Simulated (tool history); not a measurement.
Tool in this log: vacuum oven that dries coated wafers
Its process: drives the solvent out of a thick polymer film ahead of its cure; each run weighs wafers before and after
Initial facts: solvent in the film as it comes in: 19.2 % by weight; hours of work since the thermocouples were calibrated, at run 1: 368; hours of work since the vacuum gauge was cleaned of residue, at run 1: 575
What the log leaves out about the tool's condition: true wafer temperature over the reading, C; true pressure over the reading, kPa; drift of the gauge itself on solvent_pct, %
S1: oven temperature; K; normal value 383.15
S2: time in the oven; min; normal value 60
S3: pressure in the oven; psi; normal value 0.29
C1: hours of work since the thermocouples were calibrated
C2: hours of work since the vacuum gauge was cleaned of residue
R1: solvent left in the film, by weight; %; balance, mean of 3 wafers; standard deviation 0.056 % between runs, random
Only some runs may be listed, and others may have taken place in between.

run 1 hour=0 | S1=383.15 S2=60 S3=0.29 | C1=368 C2=575 | R1=2.83
run 2 hour=30.1 | S1=383.15 S2=60 S3=0.29 | C1=383 C2=590 | R1=2.82
run 3 hour=60.1 | S1=383.15 S2=60 S3=0.29 | C1=397 C2=604 | R1=2.68
run 4 hour=112.1 | S1=383.15 S2=90 S3=0.29 | C1=423 C2=630 | R1=2.08
run 5 hour=156.4 | S1=383.15 S2=90 S3=0.29 | C1=445 C2=652 | R1=2.13
run 6 hour=188.9 | S1=383.15 S2=90 S3=0.29 | C1=461 C2=668 | R1=2.08
run 7 hour=227 | S1=383.15 S2=90 S3=0.29 | C1=480 C2=686 | R1=1.99
run 8 hour=253.2 | S1=383.15 S2=60 S3=0.205 | C1=492 C2=699 | R1=2.39
run 9 hour=285.4 | S1=383.15 S2=60 S3=0.205 | C1=508 C2=715 | R1=2.33
run 10 hour=320.6 | S1=383.15 S2=60 S3=0.205 | C1=526 C2=732 | R1=2.41
run 11 hour=370.3 | S1=383.15 S2=60 S3=0.205 | C1=550 C2=757 | R1=2.4
run 12 hour=412.2 | S1=380.15 S2=60 S3=0.29 | C1=571 C2=778 | R1=3.58
run 13 hour=444.1 | S1=380.15 S2=60 S3=0.29 | C1=586 C2=793 | R1=3.53
run 14 hour=476 | S1=380.15 S2=60 S3=0.495 | C1=602 C2=809 | R1=4.8
run 15 hour=527.6 | S1=380.15 S2=60 S3=0.495 | C1=627 C2=834 | R1=4.74
run 16 hour=581.8 | S1=380.15 S2=51 S3=0.495 | C1=654 C2=861 | R1=5.33
run 17 hour=643.5 | S1=380.15 S2=51 S3=0.495 | C1=684 C2=891 | R1=5.42
run 18 hour=677.9 | S1=380.15 S2=51 S3=0.255 | C1=701 C2=908 | R1=4.06
run 19 hour=736.1 | S1=383.15 S2=48 S3=0.29 | C1=730 C2=937 | R1=3.67
run 20 hour=786.8 | S1=383.15 S2=60 S3=0.323 | C1=755 C2=962 | R1=3.35
run 21 hour=840.7 | S1=384.15 S2=60 S3=0.29 | C1=781 C2=988 | R1=2.71
run 22 hour=877.5 | S1=384.15 S2=60 S3=0.29 | C1=800 C2=1006 | R1=2.79
run 23 hour=913.5 | S1=383.15 S2=60 S3=0.29 | C1=817 C2=1024 | R1=3.06
run 24 hour=961.9 | S1=383.15 S2=60 S3=0.29 | C1=841 C2=1048 | R1=3
run 25 hour=994.3 | S1=383.15 S2=35 S3=0.292 | C1=857 C2=1064 | R1=5.21
-- hour=1000.7 vacuum gauge cleaned of residue and calibrated
run 26 hour=1027.9 | S1=383.15 S2=35 S3=0.292 | C1=873 C2=13 | R1=5.21
run 27 hour=1067 | S1=383.15 S2=35 S3=0.292 | C1=892 C2=33 | R1=5.22
run 28 hour=1108.7 | S1=397.15 S2=60 S3=0.175 | C1=913 C2=53 | R1=0.88
-- hour=1120.8 vacuum gauge cleaned of residue and calibrated, once more
run 29 hour=1141.5 | S1=386.15 S2=93 S3=0.631 | C1=928 C2=10 | R1=3.49
run 30 hour=1184.9 | S1=382.15 S2=90 S3=0.184 | C1=949 C2=32 | R1=1.61
run 31 hour=1235.8 | S1=382.15 S2=38 S3=0.772 | C1=974 C2=57 | R1=7.37
run 32 hour=1298.3 | S1=382.15 S2=38 S3=0.772 | C1=1005 C2=87 | R1=7.21
run 33 hour=1340.9 | S1=382.15 S2=38 S3=0.772 | C1=1026 C2=108 | R1=7.43
run 34 hour=1401 | S1=381.15 S2=35 S3=1.031 | C1=1056 C2=138 | R1=9.51
run 35 hour=1430.7 | S1=393.15 S2=76 S3=1.146 | C1=1070 C2=152 | R1=4.92
run 36 hour=1474.3 | S1=383.15 S2=43 S3=0.187 | C1=1092 C2=174 | R1=3.67
run 37 hour=1525.7 | S1=398.15 S2=97 S3=0.154 | C1=1117 C2=199 | R1=0.66
run 38 hour=1556.6 | S1=389.15 S2=55 S3=1.101 | C1=1132 C2=214 | R1=5.8
run 39 hour=1597.4 | S1=389.15 S2=55 S3=1.101 | C1=1152 C2=234 | R1=5.96
run 40 hour=1648.2 | S1=376.15 S2=76 S3=0.148 | C1=1177 C2=259 | R1=3.18
run 41 hour=1674.8 | S1=383.15 S2=54 S3=0.29 | C1=1190 C2=273 | R1=3.4
run 42 hour=1722.5 | S1=383.15 S2=54 S3=0.29 | C1=1214 C2=296 | R1=3.4
run 43 hour=1748.1 | S1=383.15 S2=54 S3=0.29 | C1=1226 C2=309 | R1=3.44
run 44 hour=1778.2 | S1=383.15 S2=47 S3=0.672 | C1=1241 C2=323 | R1=5.86
run 45 hour=1823.5 | S1=369.15 S2=47 S3=0.672 | C1=1263 C2=346 | R1=11.2
run 46 hour=1880.6 | S1=387.15 S2=100 S3=0.702 | C1=1291 C2=374 | R1=3.88

Forecast each of these 4 alternatives for the next run:
run A hour=1908.2 | S1=375.15 S2=60 S3=0.29 | C1=1305 C2=387 | R1=?
run B hour=1908.2 | S1=387.15 S2=96 S3=0.205 | C1=1305 C2=387 | R1=?
run C hour=1908.2 | S1=380.15 S2=100 S3=0.435 | C1=1305 C2=387 | R1=?
run D hour=1908.2 | S1=398.15 S2=39 S3=1.053 | C1=1305 C2=387 | R1=?

run=A R1=5.46
run=B R1=1.27
run=C R1=3.49
run=D R1=4.31
With the hidden condition removed and each run's random variation left untouched, the same runs would have given:
run=A R1=4.53
run=B R1=1.03
run=C R1=2.96
run=D R1=3.81
